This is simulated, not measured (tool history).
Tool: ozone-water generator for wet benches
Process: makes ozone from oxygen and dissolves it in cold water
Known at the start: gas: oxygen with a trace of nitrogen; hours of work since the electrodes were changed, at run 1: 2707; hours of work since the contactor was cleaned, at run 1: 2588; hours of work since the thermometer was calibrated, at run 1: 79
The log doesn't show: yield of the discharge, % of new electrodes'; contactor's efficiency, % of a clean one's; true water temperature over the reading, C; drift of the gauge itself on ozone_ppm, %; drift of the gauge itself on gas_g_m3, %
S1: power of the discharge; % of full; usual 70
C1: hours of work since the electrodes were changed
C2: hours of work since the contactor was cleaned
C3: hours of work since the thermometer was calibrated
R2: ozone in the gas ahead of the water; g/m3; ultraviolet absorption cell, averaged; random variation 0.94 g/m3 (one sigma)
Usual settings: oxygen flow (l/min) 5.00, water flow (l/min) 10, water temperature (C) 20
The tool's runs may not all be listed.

run 1 day=0.000 | S1=70 oxygen_flow_(l/min)=5.00 water_flow_(l/min)=10 water_temperature_(C)=20 | C1=2707 C2=2588 C3=79 | dissolved_ozone_(ppm)=16.5 R2=143.9
run 2 day=3.671 | S1=70 oxygen_flow_(l/min)=5.00 water_flow_(l/min)=10 water_temperature_(C)=20 | C1=2781 C2=2662 C3=153 | dissolved_ozone_(ppm)=16.4 R2=144.1
run 3 day=7.042 | S1=70 oxygen_flow_(l/min)=5.00 water_flow_(l/min)=10 water_temperature_(C)=20 | C1=2849 C2=2730 C3=221 | dissolved_ozone_(ppm)=16.5 R2=144.1
run 4 day=9.883 | S1=70 oxygen_flow_(l/min)=5.00 water_flow_(l/min)=10 water_temperature_(C)=21 | C1=2906 C2=2787 C3=279 | dissolved_ozone_(ppm)=16.0 R2=142.9
run 5 day=13.004 | S1=70 oxygen_flow_(l/min)=5.00 water_flow_(l/min)=10 water_temperature_(C)=20 | C1=2969 C2=2850 C3=342 | dissolved_ozone_(ppm)=16.1 R2=142.7
run 6 day=15.829 | S1=70 oxygen_flow_(l/min)=5.00 water_flow_(l/min)=14 water_temperature_(C)=20 | C1=3026 C2=2907 C3=399 | dissolved_ozone_(ppm)=12.3 R2=142.3
run 7 day=18.196 | S1=70 oxygen_flow_(l/min)=5.00 water_flow_(l/min)=14 water_temperature_(C)=20 | C1=3074 C2=2955 C3=446 | dissolved_ozone_(ppm)=12.4 R2=141.1
run 8 day=21.850 | S1=70 oxygen_flow_(l/min)=5.00 water_flow_(l/min)=14 water_temperature_(C)=20 | C1=3148 C2=3029 C3=520 | dissolved_ozone_(ppm)=12.1 R2=141.9
run 9 day=26.858 | S1=70 oxygen_flow_(l/min)=5.00 water_flow_(l/min)=16 water_temperature_(C)=20 | C1=3249 C2=3130 C3=621 | dissolved_ozone_(ppm)=11.0 R2=142.2
run 10 day=30.833 | S1=70 oxygen_flow_(l/min)=5.00 water_flow_(l/min)=10 water_temperature_(C)=20 | C1=3329 C2=3210 C3=701 | dissolved_ozone_(ppm)=16.0 R2=140.7
run 11 day=34.354 | S1=70 oxygen_flow_(l/min)=3.77 water_flow_(l/min)=10 water_temperature_(C)=20 | C1=3400 C2=3281 C3=772 | dissolved_ozone_(ppm)=16.6 R2=163.8
run 12 day=38.554 | S1=70 oxygen_flow_(l/min)=3.77 water_flow_(l/min)=10 water_temperature_(C)=20 | C1=3485 C2=3366 C3=857 | dissolved_ozone_(ppm)=16.4 R2=162.3
-- day=38.967 water thermometer calibrated
run 13 day=43.021 | S1=70 oxygen_flow_(l/min)=5.00 water_flow_(l/min)=15 water_temperature_(C)=20 | C1=3574 C2=3455 C3=82 | dissolved_ozone_(ppm)=11.4 R2=139.6
run 14 day=47.325 | S1=70 oxygen_flow_(l/min)=5.00 water_flow_(l/min)=15 water_temperature_(C)=20 | C1=3661 C2=3542 C3=169 | dissolved_ozone_(ppm)=11.3 R2=139.9
run 15 day=51.846 | S1=70 oxygen_flow_(l/min)=5.00 water_flow_(l/min)=15 water_temperature_(C)=20 | C1=3752 C2=3633 C3=260 | dissolved_ozone_(ppm)=11.2 R2=137.9
-- day=54.246 water thermometer calibrated, once more
run 16 day=54.246 | S1=70 oxygen_flow_(l/min)=5.00 water_flow_(l/min)=7 water_temperature_(C)=20 | C1=3801 C2=3682 C3=0 | dissolved_ozone_(ppm)=19.6 R2=138.1
run 17 day=58.692 | S1=70 oxygen_flow_(l/min)=3.19 water_flow_(l/min)=10 water_temperature_(C)=25 | C1=3890 C2=3771 C3=90 | dissolved_ozone_(ppm)=14.8 R2=175.3
run 18 day=62.921 | S1=70 oxygen_flow_(l/min)=3.19 water_flow_(l/min)=10 water_temperature_(C)=25 | C1=3976 C2=3857 C3=175 | dissolved_ozone_(ppm)=14.7 R2=174.2
run 19 day=67.675 | S1=70 oxygen_flow_(l/min)=3.19 water_flow_(l/min)=10 water_temperature_(C)=25 | C1=4071 C2=3952 C3=271 | dissolved_ozone_(ppm)=14.6 R2=173.9
run 20 day=70.292 | S1=70 oxygen_flow_(l/min)=4.78 water_flow_(l/min)=6 water_temperature_(C)=14 | C1=4124 C2=4005 C3=324 | dissolved_ozone_(ppm)=24.7 R2=140.2
run 21 day=72.512 | S1=70 oxygen_flow_(l/min)=6.23 water_flow_(l/min)=7 water_temperature_(C)=20 | C1=4169 C2=4050 C3=369 | dissolved_ozone_(ppm)=18.3 R2=121.8
run 22 day=76.975 | S1=70 oxygen_flow_(l/min)=6.23 water_flow_(l/min)=7 water_temperature_(C)=20 | C1=4259 C2=4140 C3=459 | dissolved_ozone_(ppm)=18.3 R2=121.9
run 23 day=80.008 | S1=70 oxygen_flow_(l/min)=6.23 water_flow_(l/min)=7 water_temperature_(C)=20 | C1=4320 C2=4201 C3=520 | dissolved_ozone_(ppm)=17.9 R2=120.7
run 24 day=85.158 | S1=70 oxygen_flow_(l/min)=6.23 water_flow_(l/min)=7 water_temperature_(C)=20 | C1=4424 C2=4305 C3=624 | dissolved_ozone_(ppm)=18.0 R2=120.6
-- day=89.912 contactor cleaned
run 25 day=89.912 | S1=70 oxygen_flow_(l/min)=6.23 water_flow_(l/min)=7 water_temperature_(C)=20 | C1=4517 C2=0 C3=716 | dissolved_ozone_(ppm)=18.7 R2=119.6
run 26 day=94.996 | S1=70 oxygen_flow_(l/min)=6.23 water_flow_(l/min)=7 water_temperature_(C)=20 | C1=4619 C2=103 C3=819 | dissolved_ozone_(ppm)=18.7 R2=118.4
run 27 day=97.188 | S1=62 oxygen_flow_(l/min)=2.99 water_flow_(l/min)=9 water_temperature_(C)=17 | C1=4664 C2=147 C3=863 | dissolved_ozone_(ppm)=17.4 R2=166.0
run 28 day=99.942 | S1=81 oxygen_flow_(l/min)=5.00 water_flow_(l/min)=10 water_temperature_(C)=20 | C1=4719 C2=202 C3=919 | dissolved_ozone_(ppm)=16.3 R2=140.9
run 29 day=102.912 | S1=81 oxygen_flow_(l/min)=5.00 water_flow_(l/min)=10 water_temperature_(C)=20 | C1=4779 C2=262 C3=979 | dissolved_ozone_(ppm)=16.5 R2=141.4
run 30 day=105.992 | S1=56 oxygen_flow_(l/min)=6.67 water_flow_(l/min)=7 water_temperature_(C)=13 | C1=4841 C2=324 C3=1041 | dissolved_ozone_(ppm)=19.2 R2=102.3
run 31 day=110.229 | S1=100 oxygen_flow_(l/min)=5.00 water_flow_(l/min)=7 water_temperature_(C)=20 | C1=4927 C2=410 C3=1126 | dissolved_ozone_(ppm)=23.2 R2=155.4
run 32 day=114.742 | S1=70 oxygen_flow_(l/min)=5.00 water_flow_(l/min)=10 water_temperature_(C)=16 | C1=5018 C2=501 C3=1217 | dissolved_ozone_(ppm)=17.0 R2=131.4

4 ways to go on from here, each from the tool as it stands after run 32. What would each give?
run A day=118.562 | S1=70 oxygen_flow_(l/min)=3.80 water_flow_(l/min)=6 water_temperature_(C)=18 | C1=5095 C2=578 C3=1294 | dissolved_ozone_(ppm)=? R2=?
run B day=118.562 | S1=84 oxygen_flow_(l/min)=5.00 water_flow_(l/min)=12 water_temperature_(C)=16 | C1=5095 C2=578 C3=1294 | dissolved_ozone_(ppm)=? R2=?
run C day=118.562 | S1=70 oxygen_flow_(l/min)=5.00 water_flow_(l/min)=10 water_temperature_(C)=15 | C1=5095 C2=578 C3=1294 | dissolved_ozone_(ppm)=? R2=?
run D day=118.562 | S1=70 oxygen_flow_(l/min)=5.19 water_flow_(l/min)=10 water_temperature_(C)=20 | C1=5095 C2=578 C3=1294 | dissolved_ozone_(ppm)=? R2=?

run=A dissolved_ozone_(ppm)=23.6 R2=151.6
run=B dissolved_ozone_(ppm)=15.4 R2=143.2
run=C dissolved_ozone_(ppm)=16.8 R2=132.1
run=D dissolved_ozone_(ppm)=15.2 R2=128.1
Without the tool's hidden state the same runs would have given:
run=A dissolved_ozone_(ppm)=28.9 R2=184.2
run=B dissolved_ozone_(ppm)=19.3 R2=176.6
run=C dissolved_ozone_(ppm)=20.6 R2=160.5
run=D dissolved_ozone_(ppm)=18.6 R2=155.6
